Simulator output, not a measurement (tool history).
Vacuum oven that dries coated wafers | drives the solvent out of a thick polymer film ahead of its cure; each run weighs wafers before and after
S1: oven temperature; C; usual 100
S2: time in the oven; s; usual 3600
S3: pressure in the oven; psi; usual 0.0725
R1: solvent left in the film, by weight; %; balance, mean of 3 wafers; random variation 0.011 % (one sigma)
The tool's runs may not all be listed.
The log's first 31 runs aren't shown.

run,hour,S1,S2,S3,R1
32,306.1,87,3600,0.0725,3.61
33,317.7,85,4800,0.0725,3.05
34,327.2,90,2220,0.0725,4.77
35,340.0,94,3600,0.0534,1.92
36,353.0,94,3600,0.0534,1.93
37,365.7,94,3600,0.0534,1.91
38,372.4,97,2700,0.0725,2.30
39,382.3,99,3600,0.0725,1.14
40,390.8,99,3600,0.0725,1.15
41,397.2,99,3600,0.0725,1.14
42,403.1,100,4320,0.0725,0.69
43,409.3,106,3120,0.1765,0.91
44,423.7,106,3120,0.1765,0.91
45,430.5,106,3120,0.1765,0.91
46,442.7,94,2880,0.0489,2.66

5 ways to go on from here, each from the tool as it stands after run 46. What would each give?
A,453.5,94,3960,0.0558,?
B,453.5,92,2580,0.0379,?
C,453.5,102,3600,0.0487,?
D,453.5,99,2220,0.1313,?
E,453.5,109,2880,0.0489,?

run,R1
A,1.63
B,3.53
C,0.72
D,2.73
E,0.44
Without the tool's hidden state the same runs would have given:
run,R1
A,1.63
B,3.53
C,0.71
D,2.73
E,0.44

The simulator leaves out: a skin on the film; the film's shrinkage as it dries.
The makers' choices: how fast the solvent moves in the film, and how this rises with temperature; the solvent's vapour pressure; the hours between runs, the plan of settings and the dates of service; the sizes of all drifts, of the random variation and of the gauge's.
